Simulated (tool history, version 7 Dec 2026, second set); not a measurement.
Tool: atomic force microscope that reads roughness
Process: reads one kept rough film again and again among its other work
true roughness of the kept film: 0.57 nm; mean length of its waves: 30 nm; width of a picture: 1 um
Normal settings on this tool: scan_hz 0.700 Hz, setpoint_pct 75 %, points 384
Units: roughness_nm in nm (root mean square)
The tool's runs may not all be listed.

run	hour	scan_hz	setpoint_pct	points	roughness_nm
1	0.0	0.700	75	384	0.528
2	6.7	0.700	75	384	0.528
3	14.7	0.700	73	384	0.529
4	24.0	0.700	73	384	0.527
5	33.3	0.700	73	384	0.528
6	42.4	0.700	62	384	0.532
7	50.1	0.700	62	384	0.533
8	57.1	0.700	62	384	0.532
9	62.8	0.700	62	384	0.530
10	71.2	0.700	62	384	0.550
11	79.7	0.700	75	384	0.543
12	86.8	0.700	75	384	0.542
13	94.4	2.383	84	807	0.497
14	102.6	2.383	84	807	0.497
15	113.6	0.793	84	1013	0.536
16	125.0	1.448	59	436	0.544
17	133.4	1.448	60	916	0.545
18	140.2	1.448	60	916	0.544
19	149.9	0.925	55	388	0.547
20	160.8	0.925	55	388	0.547
21	168.5	2.657	79	384	0.500
22	176.9	2.657	79	384	0.499
23	186.0	2.657	79	384	0.498

Put back what was entered between runs (1 entry, withheld): which listed runs does each sit between, and how does the hidden state differ from the listed run before to the listed run after?
Between runs 9 and 10: new tip fitted (hour 67.8)
  radius of the tip, nm: 21.7 -> 7.5
  the result without the hidden state subtracted from the measured one, roughness_nm: -0.019 -> -0.001 nm (root mean square)

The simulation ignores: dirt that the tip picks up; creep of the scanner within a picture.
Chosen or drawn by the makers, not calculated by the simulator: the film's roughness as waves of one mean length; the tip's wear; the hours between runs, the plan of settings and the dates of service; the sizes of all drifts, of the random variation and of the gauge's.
